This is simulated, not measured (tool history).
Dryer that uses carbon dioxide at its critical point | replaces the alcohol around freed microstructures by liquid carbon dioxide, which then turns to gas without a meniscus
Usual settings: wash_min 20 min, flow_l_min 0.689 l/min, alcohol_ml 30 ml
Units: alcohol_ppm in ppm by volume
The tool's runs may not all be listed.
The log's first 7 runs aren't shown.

run	hour	wash_min	flow_l_min	alcohol_ml	hours of work since the filter was changed	hours of work since the purifier's bed was changed	alcohol_ppm
# hour 202.1: purifier's bed changed
8	211.2	22	0.689	50	79	7	23
9	236.8	20	0.689	30	98	27	39
10	254.3	20	0.689	30	112	40	32
11	289.2	20	0.689	30	139	67	40
12	328.0	20	0.689	30	168	96	48
13	349.0	20	0.689	30	184	113	54
14	371.5	20	0.689	30	202	130	48
15	410.7	20	0.689	30	232	160	61
16	449.8	20	0.861	30	262	190	42
17	473.3	32	0.994	30	280	208	34
18	495.1	32	0.994	30	296	225	27
19	530.9	18	0.730	30	324	252	95
20	557.2	13	0.919	89	344	272	322
21	576.8	13	0.919	89	359	287	329
22	604.7	13	0.919	89	380	309	346
23	640.6	16	0.534	48	408	336	708
24	671.3	16	0.534	48	431	360	757
25	694.0	17	0.617	55	449	377	434
26	722.0	17	0.617	55	470	398	440
27	753.2	16	0.689	67	494	422	438
28	779.5	19	0.576	67	514	443	480
29	807.7	19	0.457	67	536	464	1072
30	831.4	12	0.689	21	554	482	460

3 ways to go on from here, each from the tool as it stands after run 30. What would each give?
A	870.8	21	0.942	40	584	512	?
B	870.8	20	0.935	30	584	512	?
C	870.8	28	0.689	61	584	512	?

run	alcohol_ppm
A	71
B	72
C	82
Without the tool's hidden state the same runs would have given:
run	alcohol_ppm
A	9
B	8
C	12
